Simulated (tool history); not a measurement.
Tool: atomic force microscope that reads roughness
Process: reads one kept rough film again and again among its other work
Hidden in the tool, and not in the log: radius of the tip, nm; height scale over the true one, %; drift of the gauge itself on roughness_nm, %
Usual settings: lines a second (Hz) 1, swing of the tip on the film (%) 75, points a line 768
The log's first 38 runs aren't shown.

run,hour,lines a second (Hz),swing of the tip on the film (%),points a line,pictures with this tip,hours of work since the height scale was calibrated,roughness of the kept film (nm (root mean square))
39,237.2,1.94,67,975,96,13,2.872
40,241.7,0.87,78,563,104,16,2.885
# hour 244.4: height scale calibrated on a step standard, once more
41,249.1,1.9,63,925,117,4,2.905
42,257.3,1.9,63,925,133,10,2.87
43,262,1.9,63,925,142,13,2.846
44,267.7,1.9,76,925,153,18,2.742
45,272,2.04,84,925,162,21,2.609
46,276.6,2.04,84,925,171,24,2.615
47,283.3,1.69,57,342,184,29,2.821
48,291.5,0.98,83,342,200,36,2.72
49,299.9,2.37,69,602,216,42,2.685
50,303.7,0.78,87,557,224,45,2.706
51,309.2,1.51,78,290,235,49,2.616

3 ways to go on from here, each from the tool as it stands after run 51. What would each give?
A,316.3,1.14,77,419,248,54,?
B,316.3,1,57,301,248,54,?
C,316.3,2.37,56,290,248,54,?

run,roughness of the kept film (nm (root mean square))
A,2.669
B,2.745
C,2.734
Without the tool's hidden state the same runs would have given:
run,roughness of the kept film (nm (root mean square))
A,3.043
B,3.129
C,3.117
